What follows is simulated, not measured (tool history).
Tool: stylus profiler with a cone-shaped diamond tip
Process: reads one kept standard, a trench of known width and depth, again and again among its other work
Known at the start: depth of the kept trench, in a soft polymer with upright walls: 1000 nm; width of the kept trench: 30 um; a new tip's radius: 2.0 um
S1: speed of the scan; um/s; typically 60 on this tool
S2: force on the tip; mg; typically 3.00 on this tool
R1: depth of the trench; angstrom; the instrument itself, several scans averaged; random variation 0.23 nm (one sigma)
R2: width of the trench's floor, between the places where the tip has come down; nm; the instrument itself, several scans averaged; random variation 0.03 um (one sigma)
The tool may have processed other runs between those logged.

run 1 hour=0.0 | S1=60 S2=3.00 | R1=10149.6 R2=26230
run 2 hour=27.0 | S1=60 S2=3.00 | R1=10151.2 R2=26230
run 3 hour=77.8 | S1=60 S2=3.00 | R1=10148.7 R2=26220
run 4 hour=101.9 | S1=60 S2=3.00 | R1=10151.2 R2=26270
run 5 hour=129.8 | S1=60 S2=1.72 | R1=10100.7 R2=26130
run 6 hour=182.3 | S1=60 S2=8.37 | R1=10294.8 R2=26330
run 7 hour=210.3 | S1=60 S2=3.00 | R1=10147.2 R2=26250
run 8 hour=240.8 | S1=60 S2=3.00 | R1=10148.9 R2=26240
run 9 hour=289.4 | S1=60 S2=3.00 | R1=10149.7 R2=26180
run 10 hour=322.0 | S1=60 S2=7.90 | R1=10284.7 R2=26340
run 11 hour=348.1 | S1=60 S2=7.90 | R1=10287.0 R2=26390
run 12 hour=388.7 | S1=60 S2=7.90 | R1=10284.7 R2=26370
run 13 hour=427.5 | S1=60 S2=7.90 | R1=10282.8 R2=26380
run 14 hour=474.7 | S1=60 S2=7.90 | R1=10280.7 R2=26370
run 15 hour=519.7 | S1=60 S2=7.90 | R1=10283.5 R2=26380
run 16 hour=556.7 | S1=60 S2=7.90 | R1=10281.9 R2=26350
run 17 hour=594.3 | S1=60 S2=7.90 | R1=10282.2 R2=26370
run 18 hour=622.5 | S1=60 S2=7.90 | R1=10284.0 R2=26340
run 19 hour=650.7 | S1=60 S2=7.90 | R1=10288.0 R2=26390
run 20 hour=696.5 | S1=60 S2=7.90 | R1=10286.0 R2=26320
run 21 hour=719.4 | S1=60 S2=3.00 | R1=10151.4 R2=26190
run 22 hour=741.7 | S1=60 S2=3.00 | R1=10150.1 R2=26200
run 23 hour=783.5 | S1=60 S2=3.00 | R1=10148.9 R2=26230
run 24 hour=831.2 | S1=60 S2=7.99 | R1=10284.4 R2=26320
run 25 hour=854.1 | S1=35 S2=1.18 | R1=10075.1 R2=26280
run 26 hour=905.3 | S1=91 S2=1.63 | R1=10096.3 R2=25930
run 27 hour=943.5 | S1=91 S2=5.97 | R1=10237.6 R2=26240
run 28 hour=973.6 | S1=91 S2=5.97 | R1=10235.1 R2=26210
run 29 hour=1025.3 | S1=62 S2=1.25 | R1=10080.4 R2=26070
run 30 hour=1047.7 | S1=22 S2=3.49 | R1=10161.7 R2=26390
run 31 hour=1101.0 | S1=107 S2=4.08 | R1=10183.1 R2=26070
run 32 hour=1152.9 | S1=107 S2=4.08 | R1=10185.6 R2=26050
run 33 hour=1192.0 | S1=181 S2=6.57 | R1=10252.3 R2=25870
run 34 hour=1225.6 | S1=113 S2=7.34 | R1=10272.2 R2=26220
run 35 hour=1251.8 | S1=113 S2=7.34 | R1=10266.5 R2=26120
run 36 hour=1288.3 | S1=233 S2=6.14 | R1=10240.9 R2=25730
run 37 hour=1317.1 | S1=96 S2=7.06 | R1=10262.0 R2=26180
run 38 hour=1363.9 | S1=201 S2=3.65 | R1=10173.2 R2=25620
run 39 hour=1397.9 | S1=58 S2=3.11 | R1=10151.7 R2=26240
run 40 hour=1435.4 | S1=58 S2=3.11 | R1=10151.5 R2=26260
run 41 hour=1480.1 | S1=189 S2=3.00 | R1=10148.6 R2=25520
run 42 hour=1513.5 | S1=189 S2=3.00 | R1=10147.3 R2=25580
run 43 hour=1553.2 | S1=189 S2=6.24 | R1=10240.6 R2=25870
run 44 hour=1596.0 | S1=51 S2=1.69 | R1=10102.5 R2=26220
-- hour=1599.1 height scale calibrated on a step standard
run 45 hour=1625.5 | S1=33 S2=1.69 | R1=10103.2 R2=26370
run 46 hour=1657.0 | S1=24 S2=4.44 | R1=10193.1 R2=26430
run 47 hour=1698.2 | S1=24 S2=4.44 | R1=10195.8 R2=26410

Consider 3 possible next runs. They are alternatives, not a sequence: every one starts from the tool as it was left by run 47. What does each give?
run A hour=1720.3 | S1=102 S2=1.16 | R1=? R2=?
run B hour=1720.3 | S1=177 S2=8.26 | R1=? R2=?
run C hour=1720.3 | S1=127 S2=3.00 | R1=? R2=?

run=A R1=10082.0 R2=25720
run=B R1=10294.9 R2=25970
run=C R1=10148.9 R2=25870
With no hidden state in the tool, these same runs would have given:
run=A R1=10082.0 R2=25730
run=B R1=10294.9 R2=25980
run=C R1=10148.9 R2=25880

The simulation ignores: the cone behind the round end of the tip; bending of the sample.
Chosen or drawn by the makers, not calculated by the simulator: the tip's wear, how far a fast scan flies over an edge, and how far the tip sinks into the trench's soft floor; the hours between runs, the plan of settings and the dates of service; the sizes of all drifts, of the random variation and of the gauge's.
